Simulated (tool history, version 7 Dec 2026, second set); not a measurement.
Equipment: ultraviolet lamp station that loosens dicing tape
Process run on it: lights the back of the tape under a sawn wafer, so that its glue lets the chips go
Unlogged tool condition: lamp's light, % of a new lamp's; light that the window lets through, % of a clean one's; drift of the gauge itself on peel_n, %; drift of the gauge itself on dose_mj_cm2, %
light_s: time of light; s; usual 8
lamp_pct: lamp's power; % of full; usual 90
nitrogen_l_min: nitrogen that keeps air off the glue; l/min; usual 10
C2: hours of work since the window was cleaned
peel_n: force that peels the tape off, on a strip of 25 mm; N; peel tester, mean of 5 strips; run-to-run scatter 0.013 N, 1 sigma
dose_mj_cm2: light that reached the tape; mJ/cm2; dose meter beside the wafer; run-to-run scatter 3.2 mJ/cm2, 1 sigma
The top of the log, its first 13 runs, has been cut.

Run 14, day 5.958: usual settings but light_s 5 s; hours of work of the lamp 386; C2 372. Result: peel_n 1.504 N, dose_mj_cm2 301 mJ/cm2.
Run 15, day 6.342: usual settings but nitrogen_l_min 7 l/min; hours of work of the lamp 391; C2 377. Result: peel_n 0.713 N, dose_mj_cm2 491 mJ/cm2.
Run 16, day 6.900: usual settings but nitrogen_l_min 7 l/min; hours of work of the lamp 399; C2 385. Result: peel_n 0.710 N, dose_mj_cm2 494 mJ/cm2.
Run 17, day 7.408: usual settings but light_s 5 s, lamp_pct 86 % of full, nitrogen_l_min 3 l/min; hours of work of the lamp 406; C2 393. Result: peel_n 2.769 N, dose_mj_cm2 290 mJ/cm2.
Run 18, day 7.846: usual settings but light_s 5 s, lamp_pct 74 % of full, nitrogen_l_min 4 l/min; hours of work of the lamp 413; C2 399. Result: peel_n 3.027 N, dose_mj_cm2 255 mJ/cm2.
Run 19, day 8.150: usual settings but lamp_pct 88 % of full, nitrogen_l_min 7 l/min; hours of work of the lamp 417; C2 403. Result: peel_n 0.745 N, dose_mj_cm2 480 mJ/cm2.
Run 20, day 8.762: usual settings but light_s 11 s, lamp_pct 72 % of full, nitrogen_l_min 6 l/min; hours of work of the lamp 426; C2 412. Result: peel_n 0.632 N, dose_mj_cm2 547 mJ/cm2.
Run 21, day 9.212: usual settings but light_s 10 s, nitrogen_l_min 5 l/min; hours of work of the lamp 432; C2 418. Result: peel_n 0.573 N, dose_mj_cm2 611 mJ/cm2.
At day 9.417: window cleaned of glue's vapour.
Run 22, day 9.746: usual settings but light_s 6 s, lamp_pct 81 % of full, nitrogen_l_min 3 l/min; hours of work of the lamp 439; C2 5. Result: peel_n 2.403 N, dose_mj_cm2 331 mJ/cm2.
Run 23, day 10.017: usual settings but lamp_pct 78 % of full, nitrogen_l_min 4 l/min; hours of work of the lamp 443; C2 9. Result: peel_n 1.384 N, dose_mj_cm2 422 mJ/cm2.
Run 24, day 10.396: usual settings but lamp_pct 79 % of full, nitrogen_l_min 6 l/min; hours of work of the lamp 449; C2 14. Result: peel_n 1.076 N, dose_mj_cm2 428 mJ/cm2.
Run 25, day 11.008: usual settings but light_s 10 s, lamp_pct 87 % of full, nitrogen_l_min 5 l/min; hours of work of the lamp 457; C2 23. Result: peel_n 0.603 N, dose_mj_cm2 591 mJ/cm2.
Run 26, day 11.467: usual settings but light_s 10 s, lamp_pct 87 % of full, nitrogen_l_min 5 l/min; hours of work of the lamp 464; C2 29. Result: peel_n 0.618 N, dose_mj_cm2 591 mJ/cm2.
Run 27, day 11.962: usual settings but light_s 9 s, lamp_pct 78 % of full, nitrogen_l_min 12 l/min; hours of work of the lamp 471; C2 36. Result: peel_n 0.521 N, dose_mj_cm2 479 mJ/cm2.
Run 28, day 12.492: usual settings but lamp_pct 66 % of full; hours of work of the lamp 478; C2 44. Result: peel_n 1.122 N, dose_mj_cm2 358 mJ/cm2.
Run 29, day 13.121: usual settings but lamp_pct 66 % of full; hours of work of the lamp 487; C2 53. Result: peel_n 1.104 N, dose_mj_cm2 358 mJ/cm2.
Run 30, day 13.379: usual settings but light_s 4 s, lamp_pct 68 % of full; hours of work of the lamp 491; C2 56. Result: peel_n 3.084 N, dose_mj_cm2 185 mJ/cm2.
Run 31, day 14.008: usual settings but light_s 11 s, lamp_pct 82 % of full; hours of work of the lamp 500; C2 65. Result: peel_n 0.344 N, dose_mj_cm2 610 mJ/cm2.
Run 32, day 14.454: usual settings but light_s 15 s, lamp_pct 82 % of full, nitrogen_l_min 6 l/min; hours of work of the lamp 506; C2 72. Result: peel_n 0.257 N, dose_mj_cm2 835 mJ/cm2.

5 options for the next run, each taken on its own from the tool as it stands now. Forecast them:
Run A, day 14.725: usual settings but lamp_pct 70 % of full, nitrogen_l_min 6 l/min; hours of work of the lamp 510; C2 76. Result: peel_n ?, dose_mj_cm2 ?.
Run B, day 14.725: usual settings but lamp_pct 82 % of full, nitrogen_l_min 12 l/min; hours of work of the lamp 510; C2 76. Result: peel_n ?, dose_mj_cm2 ?.
Run C, day 14.725: usual settings but light_s 6 s; hours of work of the lamp 510; C2 76. Result: peel_n ?, dose_mj_cm2 ?.
Run D, day 14.725: usual settings but light_s 11 s, lamp_pct 89 % of full, nitrogen_l_min 6 l/min; hours of work of the lamp 510; C2 76. Result: peel_n ?, dose_mj_cm2 ?.
Run E, day 14.725: usual settings but light_s 12 s, lamp_pct 82 % of full, nitrogen_l_min 7 l/min; hours of work of the lamp 510; C2 76. Result: peel_n ?, dose_mj_cm2 ?.

run  peel_n  dose_mj_cm2
  A   1.335          378
  B   0.626          448
  C   1.067          363
  D   0.387          669
  E   0.372          678
Take away the tool's hidden state, keep each run's random variation, and the runs would have read:
run  peel_n  dose_mj_cm2
  A   1.332          379
  B   0.624          448
  C   1.065          364
  D   0.386          669
  E   0.371          679

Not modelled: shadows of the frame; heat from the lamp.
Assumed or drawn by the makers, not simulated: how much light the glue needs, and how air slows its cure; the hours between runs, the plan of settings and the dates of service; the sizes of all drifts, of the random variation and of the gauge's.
